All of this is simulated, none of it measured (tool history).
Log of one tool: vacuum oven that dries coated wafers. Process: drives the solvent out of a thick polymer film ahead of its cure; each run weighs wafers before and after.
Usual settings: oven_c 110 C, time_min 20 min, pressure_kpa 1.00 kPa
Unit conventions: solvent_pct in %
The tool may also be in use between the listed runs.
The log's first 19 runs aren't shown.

run 20 hour=289.0 | oven_c=101 time_min=20 pressure_kpa=3.03 | solvent_pct=4.79
run 21 hour=299.5 | oven_c=101 time_min=20 pressure_kpa=3.03 | solvent_pct=4.75
run 22 hour=311.8 | oven_c=121 time_min=32 pressure_kpa=1.00 | solvent_pct=0.47
run 23 hour=328.4 | oven_c=121 time_min=32 pressure_kpa=1.00 | solvent_pct=0.48
run 24 hour=341.0 | oven_c=121 time_min=18 pressure_kpa=1.83 | solvent_pct=0.90
run 25 hour=360.9 | oven_c=121 time_min=18 pressure_kpa=1.83 | solvent_pct=0.88
run 26 hour=371.3 | oven_c=111 time_min=10 pressure_kpa=1.00 | solvent_pct=3.44
run 27 hour=385.6 | oven_c=103 time_min=20 pressure_kpa=1.00 | solvent_pct=2.67
run 28 hour=397.1 | oven_c=103 time_min=20 pressure_kpa=1.00 | solvent_pct=2.68
run 29 hour=409.2 | oven_c=123 time_min=20 pressure_kpa=1.11 | solvent_pct=0.48
run 30 hour=422.7 | oven_c=96 time_min=13 pressure_kpa=0.55 | solvent_pct=6.85

4 ways to go on from here, each from the tool as it stands after run 30. What would each give?
run A hour=433.7 | oven_c=96 time_min=21 pressure_kpa=2.47 | solvent_pct=?
run B hour=433.7 | oven_c=120 time_min=13 pressure_kpa=0.55 | solvent_pct=?
run C hour=433.7 | oven_c=124 time_min=15 pressure_kpa=2.16 | solvent_pct=?
run D hour=433.7 | oven_c=110 time_min=22 pressure_kpa=1.00 | solvent_pct=?

run=A solvent_pct=5.89
run=B solvent_pct=0.67
run=C solvent_pct=1.00
run=D solvent_pct=1.17
Without the tool's unlogged condition, the same runs would have read:
run=A solvent_pct=6.17
run=B solvent_pct=0.73
run=C solvent_pct=1.03
run=D solvent_pct=1.24
